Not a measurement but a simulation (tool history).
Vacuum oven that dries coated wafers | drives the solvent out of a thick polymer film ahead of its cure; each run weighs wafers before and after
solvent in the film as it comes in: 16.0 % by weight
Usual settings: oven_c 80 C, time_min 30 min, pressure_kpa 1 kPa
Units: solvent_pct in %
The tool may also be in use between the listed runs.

run     day  oven_c  time_min  pressure_kpa  solvent_pct
  1       0      80        30             1         4.16
  2   0.679      80        30             1         4.15
  3   1.267      80        30             1         4.21
  4   2.158      80        30             1         4.23
  5   2.879      80        30             1          4.1
  6   3.871      80        30             1         4.16
  7   4.933      80        30             1         4.11
  8   5.688      80        30             1         4.18
  9   6.458      95        30             1         0.63
 10   7.288      95        30             1         0.56
 11     7.9      80        30          1.05         4.04
      8.062  -- oven's thermocouples calibrated
 12   8.704      80        30          1.05         4.19
 13   9.742      80        30          1.05          4.1
     10.246  -- oven's thermocouples calibrated, once more
 14  10.688      83        30          1.04         3.11
 15  11.612      83        30          1.04          3.2
 16  12.167      75        21          0.84         7.56
 17  12.821      75        21          0.84         7.55
 18  13.383      78        40          0.54         3.57
 19  13.925      78        40          0.54         3.56
 20  14.621      67        53          1.24         7.04
 21  15.171      67        53          1.24         6.89
 22  15.975      92        53          1.24         0.54
 23  16.838      92        53          1.24         0.58
 24  17.875      80        16          0.73         7.03
 25  18.667      84        30             1         2.79
 26  19.217      94        30          1.58         0.91

4 ways to go on from here, each from the tool as it stands after run 26. What would each give?
  A  19.792      82        30          2.02            ?
  B  19.792      94        47          1.58            ?
  C  19.792      93        30          1.58            ?
  D  19.792      78        33          3.64            ?

run  solvent_pct
  A         4.03
  B         0.61
  C         1.03
  D         5.91
Without the tool's hidden state the same runs would have given:
run  solvent_pct
  A         3.87
  B         0.54
  C         0.94
  D         5.73

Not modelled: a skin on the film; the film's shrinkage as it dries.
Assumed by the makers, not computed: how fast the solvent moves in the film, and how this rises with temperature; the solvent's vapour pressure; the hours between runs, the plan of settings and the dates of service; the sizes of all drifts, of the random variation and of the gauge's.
